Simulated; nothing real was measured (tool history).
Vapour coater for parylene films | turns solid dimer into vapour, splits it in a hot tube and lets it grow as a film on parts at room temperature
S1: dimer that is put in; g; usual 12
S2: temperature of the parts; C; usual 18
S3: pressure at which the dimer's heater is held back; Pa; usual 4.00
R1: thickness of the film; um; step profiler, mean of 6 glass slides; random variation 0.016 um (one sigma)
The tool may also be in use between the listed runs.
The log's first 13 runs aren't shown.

run 14 day=12.788 | S1=12 S2=18 S3=4.00 | R1=2.23
run 15 day=14.104 | S1=12 S2=18 S3=2.22 | R1=2.45
-- day=15.512 trap's valve overhauled
run 16 day=15.517 | S1=12 S2=18 S3=4.00 | R1=2.61
run 17 day=16.521 | S1=12 S2=18 S3=4.00 | R1=2.64
run 18 day=17.262 | S1=12 S2=18 S3=4.00 | R1=2.61
run 19 day=18.267 | S1=12 S2=18 S3=4.00 | R1=2.60
run 20 day=19.404 | S1=16 S2=18 S3=2.10 | R1=3.80
run 21 day=20.004 | S1=16 S2=18 S3=2.10 | R1=3.83
run 22 day=20.588 | S1=9 S2=19 S3=2.44 | R1=2.05
run 23 day=21.458 | S1=12 S2=17 S3=8.20 | R1=2.35
run 24 day=22.492 | S1=15 S2=12 S3=2.45 | R1=4.01
run 25 day=23.496 | S1=12 S2=15 S3=6.39 | R1=2.57
run 26 day=24.521 | S1=5 S2=14 S3=9.23 | R1=1.01
run 27 day=25.575 | S1=12 S2=18 S3=6.25 | R1=2.38
run 28 day=26.796 | S1=12 S2=16 S3=4.00 | R1=2.66
run 29 day=28.000 | S1=9 S2=14 S3=2.25 | R1=2.27
run 30 day=29.042 | S1=8 S2=16 S3=10.34 | R1=1.53
run 31 day=29.975 | S1=20 S2=18 S3=4.00 | R1=4.15
run 32 day=30.883 | S1=6 S2=11 S3=4.00 | R1=1.48
run 33 day=31.642 | S1=20 S2=10 S3=3.85 | R1=5.03
run 34 day=32.317 | S1=20 S2=10 S3=3.85 | R1=5.05
run 35 day=33.262 | S1=20 S2=10 S3=3.85 | R1=4.99
run 36 day=33.829 | S1=20 S2=10 S3=3.85 | R1=4.98

4 ways to go on from here, each from the tool as it stands after run 36. What would each give?
run A day=34.667 | S1=12 S2=24 S3=4.00 | R1=?
run B day=34.667 | S1=7 S2=20 S3=3.95 | R1=?
run C day=34.667 | S1=7 S2=11 S3=2.38 | R1=?
run D day=34.667 | S1=18 S2=27 S3=6.65 | R1=?

run=A R1=2.15
run=B R1=1.40
run=C R1=1.85
run=D R1=2.82
Without the tool's hidden state the same runs would have given:
run=A R1=2.26
run=B R1=1.47
run=C R1=1.94
run=D R1=2.96
